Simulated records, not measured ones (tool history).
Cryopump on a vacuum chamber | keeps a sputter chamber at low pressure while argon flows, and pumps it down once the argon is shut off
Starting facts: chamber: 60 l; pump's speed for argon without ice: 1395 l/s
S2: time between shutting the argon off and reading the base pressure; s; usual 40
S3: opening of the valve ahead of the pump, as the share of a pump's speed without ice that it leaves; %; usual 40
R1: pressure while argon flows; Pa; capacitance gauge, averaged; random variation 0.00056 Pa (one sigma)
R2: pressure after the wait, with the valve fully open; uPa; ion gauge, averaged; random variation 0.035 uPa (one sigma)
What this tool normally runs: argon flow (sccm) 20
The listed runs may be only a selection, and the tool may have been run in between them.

run 1 hour=0.0 | argon_flow_(sccm)=20 S2=40 S3=40 | R1=0.0651 R2=3.99
run 2 hour=20.4 | argon_flow_(sccm)=20 S2=40 S3=40 | R1=0.0663 R2=4.02
run 3 hour=40.5 | argon_flow_(sccm)=20 S2=40 S3=40 | R1=0.0667 R2=4.02
run 4 hour=71.7 | argon_flow_(sccm)=20 S2=40 S3=40 | R1=0.0657 R2=4.16
run 5 hour=91.3 | argon_flow_(sccm)=20 S2=40 S3=40 | R1=0.0659 R2=4.00
run 6 hour=129.3 | argon_flow_(sccm)=20 S2=40 S3=40 | R1=0.0658 R2=4.16
run 7 hour=164.2 | argon_flow_(sccm)=20 S2=40 S3=40 | R1=0.0663 R2=4.27
run 8 hour=184.7 | argon_flow_(sccm)=25 S2=199 S3=40 | R1=0.0827 R2=2.85
run 9 hour=217.4 | argon_flow_(sccm)=25 S2=199 S3=40 | R1=0.0835 R2=2.95
run 10 hour=253.7 | argon_flow_(sccm)=20 S2=40 S3=17 | R1=0.1488 R2=4.27

What if the next run were any one of these 5? Each begins from the tool's condition after run 10:
run A hour=284.9 | argon_flow_(sccm)=31 S2=40 S3=34 | R1=? R2=?
run B hour=284.9 | argon_flow_(sccm)=18 S2=40 S3=40 | R1=? R2=?
run C hour=284.9 | argon_flow_(sccm)=20 S2=40 S3=25 | R1=? R2=?
run D hour=284.9 | argon_flow_(sccm)=20 S2=40 S3=25 | R1=? R2=?
run E hour=284.9 | argon_flow_(sccm)=20 S2=183 S3=40 | R1=? R2=?

run=A R1=0.1200 R2=4.24
run=B R1=0.0596 R2=4.36
run=C R1=0.1032 R2=4.33
run=D R1=0.1042 R2=4.19
run=E R1=0.0667 R2=2.92
With the hidden condition removed and each run's random variation left untouched, the same runs would have given:
run=A R1=0.1104 R2=1.88
run=B R1=0.0540 R2=1.94
run=C R1=0.0970 R2=1.91
run=D R1=0.0980 R2=1.85
run=E R1=0.0605 R2=0.53

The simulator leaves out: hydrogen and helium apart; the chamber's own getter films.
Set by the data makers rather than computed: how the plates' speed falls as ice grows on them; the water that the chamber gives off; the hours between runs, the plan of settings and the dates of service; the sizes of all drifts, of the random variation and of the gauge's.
